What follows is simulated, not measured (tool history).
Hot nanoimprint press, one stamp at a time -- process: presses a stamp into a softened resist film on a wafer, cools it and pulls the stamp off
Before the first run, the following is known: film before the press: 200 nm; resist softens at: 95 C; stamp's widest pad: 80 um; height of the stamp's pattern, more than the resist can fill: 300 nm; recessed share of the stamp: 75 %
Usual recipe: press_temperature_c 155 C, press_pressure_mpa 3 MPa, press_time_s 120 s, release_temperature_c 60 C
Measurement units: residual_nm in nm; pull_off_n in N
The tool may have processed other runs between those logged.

run 1 hour=0 | press_temperature_c=155 press_pressure_mpa=3 press_time_s=120 release_temperature_c=60 | residual_nm=108.2 pull_off_n=205
run 2 hour=44.6 | press_temperature_c=155 press_pressure_mpa=3 press_time_s=120 release_temperature_c=60 | residual_nm=107 pull_off_n=207
run 3 hour=73.1 | press_temperature_c=155 press_pressure_mpa=3 press_time_s=120 release_temperature_c=60 | residual_nm=106.4 pull_off_n=203
-- hour=83.8 plate thermocouple calibrated
-- hour=105.6 stamp cleaned and given a new release coat
run 4 hour=106 | press_temperature_c=155 press_pressure_mpa=3 press_time_s=120 release_temperature_c=60 | residual_nm=108.3 pull_off_n=204
run 5 hour=147 | press_temperature_c=155 press_pressure_mpa=3 press_time_s=120 release_temperature_c=60 | residual_nm=107.8 pull_off_n=204
run 6 hour=166.6 | press_temperature_c=155 press_pressure_mpa=3 press_time_s=120 release_temperature_c=60 | residual_nm=107.6 pull_off_n=207
run 7 hour=185 | press_temperature_c=155 press_pressure_mpa=3 press_time_s=120 release_temperature_c=60 | residual_nm=107.3 pull_off_n=205
run 8 hour=206.4 | press_temperature_c=155 press_pressure_mpa=3 press_time_s=120 release_temperature_c=60 | residual_nm=107 pull_off_n=204
run 9 hour=241.3 | press_temperature_c=155 press_pressure_mpa=3 press_time_s=203 release_temperature_c=60 | residual_nm=88.3 pull_off_n=206
run 10 hour=269.1 | press_temperature_c=155 press_pressure_mpa=3 press_time_s=203 release_temperature_c=60 | residual_nm=88.5 pull_off_n=207
run 11 hour=287.9 | press_temperature_c=155 press_pressure_mpa=3 press_time_s=179 release_temperature_c=62 | residual_nm=93.7 pull_off_n=196
-- hour=311.8 stamp cleaned and given a new release coat
run 12 hour=314.5 | press_temperature_c=155 press_pressure_mpa=3.75 press_time_s=120 release_temperature_c=56 | residual_nm=97.2 pull_off_n=224
run 13 hour=344.2 | press_temperature_c=155 press_pressure_mpa=3 press_time_s=80 release_temperature_c=56 | residual_nm=122.3 pull_off_n=227
run 14 hour=385.2 | press_temperature_c=155 press_pressure_mpa=4.54 press_time_s=183 release_temperature_c=68 | residual_nm=76.3 pull_off_n=164
run 15 hour=422.7 | press_temperature_c=144 press_pressure_mpa=4.28 press_time_s=120 release_temperature_c=60 | residual_nm=164.9 pull_off_n=203
run 16 hour=443.1 | press_temperature_c=144 press_pressure_mpa=4.28 press_time_s=120 release_temperature_c=60 | residual_nm=163 pull_off_n=202

What would each run have given without the hidden state, its run-to-run variation left as it was?
Hidden state at play: true temperature over the reading, C; pressure that arrives at the usual setting, %; grip of the stamp's worn release coat, % over a new coat's; drift of the gauge itself on residual_nm, %; drift of the gauge itself on pull_off_n, %.
run=1 residual_nm=108.6
run=2 residual_nm=107.6
run=3 residual_nm=107.1
run=4 residual_nm=108.5
run=5 residual_nm=108
run=6 residual_nm=107.9
run=7 residual_nm=107.7
run=8 residual_nm=107.4
run=9 residual_nm=88.7
run=10 residual_nm=89
run=11 residual_nm=94.3
run=12 residual_nm=97.8
run=13 residual_nm=123.2
run=14 residual_nm=76.9
run=15 residual_nm=166.4
run=16 residual_nm=164.6
pull_off_n: within 1 N of the measured result in every run.
